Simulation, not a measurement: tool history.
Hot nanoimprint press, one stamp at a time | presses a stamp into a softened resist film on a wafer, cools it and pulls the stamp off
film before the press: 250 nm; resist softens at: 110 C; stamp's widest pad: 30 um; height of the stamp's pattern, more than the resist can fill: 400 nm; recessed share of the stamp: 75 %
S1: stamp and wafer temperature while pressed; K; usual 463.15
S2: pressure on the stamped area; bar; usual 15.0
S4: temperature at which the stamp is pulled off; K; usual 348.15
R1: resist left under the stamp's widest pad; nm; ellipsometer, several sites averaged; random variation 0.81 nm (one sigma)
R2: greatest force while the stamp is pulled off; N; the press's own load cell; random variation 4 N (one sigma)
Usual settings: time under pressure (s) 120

Run 1, hour 0.0: usual settings. Result: R1 108.4 nm, R2 187 N.
Run 2, hour 28.0: usual settings. Result: R1 107.7 nm, R2 197 N.
Run 3, hour 48.7: usual settings. Result: R1 107.5 nm, R2 191 N.
Run 4, hour 65.0: usual settings. Result: R1 107.3 nm, R2 197 N.
Run 5, hour 83.3: usual settings. Result: R1 106.5 nm, R2 189 N.
Run 6, hour 118.6: usual settings. Result: R1 106.8 nm, R2 196 N.
Run 7, hour 137.3: usual settings. Result: R1 107.7 nm, R2 199 N.
Run 8, hour 168.9: usual settings. Result: R1 106.9 nm, R2 191 N.
Run 9, hour 191.4: usual settings but S4 342.15 K. Result: R1 104.9 nm, R2 241 N.
Run 10, hour 216.0: usual settings but S2 18.4 bar, S4 342.15 K. Result: R1 97.8 nm, R2 220 N.
At hour 246.7: stamp cleaned and given a new release coat.
Run 11, hour 250.6: usual settings but S2 18.4 bar, S4 342.15 K. Result: R1 97.9 nm, R2 228 N.
Run 12, hour 283.3: usual settings but S2 18.4 bar, S4 342.15 K. Result: R1 96.4 nm, R2 231 N.
Run 13, hour 305.6: usual settings but S2 18.4 bar, S4 342.15 K. Result: R1 98.2 nm, R2 224 N.
Run 14, hour 341.5: usual settings. Result: R1 106.3 nm, R2 191 N.
Run 15, hour 365.7: usual settings but S4 345.15 K. Result: R1 108.3 nm, R2 199 N.
Run 16, hour 393.4: usual settings but S2 19.5 bar, time under pressure (s) 198, S4 345.15 K. Result: R1 76.7 nm, R2 208 N.
Run 17, hour 431.2: usual settings but S1 462.15 K, S2 19.9 bar, time under pressure (s) 198, S4 345.15 K. Result: R1 80.0 nm, R2 209 N.
Run 18, hour 451.3: usual settings but S1 462.15 K, S2 19.9 bar, time under pressure (s) 198, S4 345.15 K. Result: R1 79.1 nm, R2 211 N.
At hour 468.4: plate thermocouple calibrated.
Run 19, hour 482.9: usual settings but S1 462.15 K, S2 19.9 bar, time under pressure (s) 198, S4 345.15 K. Result: R1 79.7 nm, R2 214 N.
Run 20, hour 508.4: usual settings but S1 466.15 K, time under pressure (s) 114, S4 350.15 K. Result: R1 97.2 nm, R2 181 N.
Run 21, hour 545.2: usual settings but S1 466.15 K, time under pressure (s) 114, S4 350.15 K. Result: R1 96.8 nm, R2 186 N.
Run 22, hour 575.7: usual settings but S1 466.15 K, S2 15.8 bar, time under pressure (s) 114, S4 335.15 K. Result: R1 94.3 nm, R2 270 N.
Run 23, hour 596.5: usual settings but S1 466.15 K, S2 15.8 bar, time under pressure (s) 114, S4 335.15 K. Result: R1 95.4 nm, R2 263 N.
Run 24, hour 628.1: usual settings but S1 460.15 K, S2 15.8 bar, time under pressure (s) 89, S4 352.15 K. Result: R1 131.5 nm, R2 173 N.
Run 25, hour 656.5: usual settings but S1 474.15 K, S2 12.7 bar, time under pressure (s) 76, S4 344.15 K. Result: R1 94.1 nm, R2 224 N.
Run 26, hour 677.0: usual settings but time under pressure (s) 69. Result: R1 130.9 nm, R2 206 N.
Run 27, hour 710.0: usual settings but time under pressure (s) 69. Result: R1 130.7 nm, R2 192 N.

Forecast each of these 4 alternatives for the next run:
Run A, hour 741.2: usual settings but S2 14.2 bar, time under pressure (s) 69. Result: R1 ?, R2 ?.
Run B, hour 741.2: usual settings but S1 454.15 K, S2 21.0 bar, S4 336.15 K. Result: R1 ?, R2 ?.
Run C, hour 741.2: usual settings but S2 9.5 bar, time under pressure (s) 110. Result: R1 ?, R2 ?.
Run D, hour 741.2: usual settings but S1 452.15 K, time under pressure (s) 69. Result: R1 ?, R2 ?.

run     R1   R2
  A  132.7  196
  B  129.2  265
  C  134.5  188
  D  182.5  193
Without the tool's hidden state the same runs would have given:
run     R1   R2
  A  132.3  195
  B  128.6  263
  C  134.2  187
  D  182.1  192
